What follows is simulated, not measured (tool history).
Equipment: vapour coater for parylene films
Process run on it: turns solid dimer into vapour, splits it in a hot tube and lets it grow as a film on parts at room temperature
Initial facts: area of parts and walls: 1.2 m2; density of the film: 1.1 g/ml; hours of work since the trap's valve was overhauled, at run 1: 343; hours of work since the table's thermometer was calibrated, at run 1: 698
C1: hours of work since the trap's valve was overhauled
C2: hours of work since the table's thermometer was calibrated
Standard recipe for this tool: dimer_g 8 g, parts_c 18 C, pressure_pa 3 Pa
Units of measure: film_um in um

Run 1, hour 0: usual settings; C1 343; C2 698. Result: film_um 4.35 um.
Run 2, hour 53.2: usual settings but pressure_pa 5.05 Pa; C1 374; C2 730. Result: film_um 4.05 um.
Run 3, hour 96: usual settings but pressure_pa 5.05 Pa; C1 399; C2 755. Result: film_um 3.91 um.
Run 4, hour 150.7: usual settings but pressure_pa 5.05 Pa; C1 432; C2 787. Result: film_um 3.91 um.
Run 5, hour 207.1: usual settings but pressure_pa 5.05 Pa; C1 465; C2 821. Result: film_um 3.93 um.
Run 6, hour 238.1: usual settings but dimer_g 13 g; C1 483; C2 839. Result: film_um 6.75 um.
Run 7, hour 288.4: usual settings but dimer_g 12 g, parts_c 19 C; C1 513; C2 869. Result: film_um 6 um.
Run 8, hour 337.5: usual settings but dimer_g 5 g, parts_c 22 C, pressure_pa 2.74 Pa; C1 542; C2 898. Result: film_um 2.29 um.
Run 9, hour 386.7: usual settings but parts_c 20 C, pressure_pa 3.22 Pa; C1 571; C2 927. Result: film_um 3.74 um.
Run 10, hour 411.6: usual settings but dimer_g 12 g, pressure_pa 3.49 Pa; C1 586; C2 941. Result: film_um 5.82 um.
Run 11, hour 448.9: usual settings but dimer_g 12 g, pressure_pa 3.49 Pa; C1 608; C2 963. Result: film_um 5.88 um.
Run 12, hour 475.1: usual settings but parts_c 13 C, pressure_pa 10.25 Pa; C1 623; C2 979. Result: film_um 3.98 um.

5 options for the next run, each taken on its own from the tool as it stands now. Forecast them:
Run A, hour 499: usual settings but dimer_g 5 g; C1 637; C2 993. Result: film_um ?.
Run B, hour 499: usual settings but dimer_g 11 g, parts_c 13 C, pressure_pa 5.36 Pa; C1 637; C2 993. Result: film_um ?.
Run C, hour 499: usual settings but dimer_g 13 g, parts_c 26 C, pressure_pa 2.82 Pa; C1 637; C2 993. Result: film_um ?.
Run D, hour 499: usual settings but parts_c 19 C, pressure_pa 7.01 Pa; C1 637; C2 993. Result: film_um ?.
Run E, hour 499: usual settings but parts_c 21 C, pressure_pa 10.25 Pa; C1 637; C2 993. Result: film_um ?.

run  film_um
  A     2.51
  B      5.9
  C     5.13
  D     3.55
  E     3.12
Stripped of hidden state, with their random variation kept, the same runs would have yielded:
run  film_um
  A     2.99
  B     7.04
  C     6.12
  D     4.23
  E     3.73
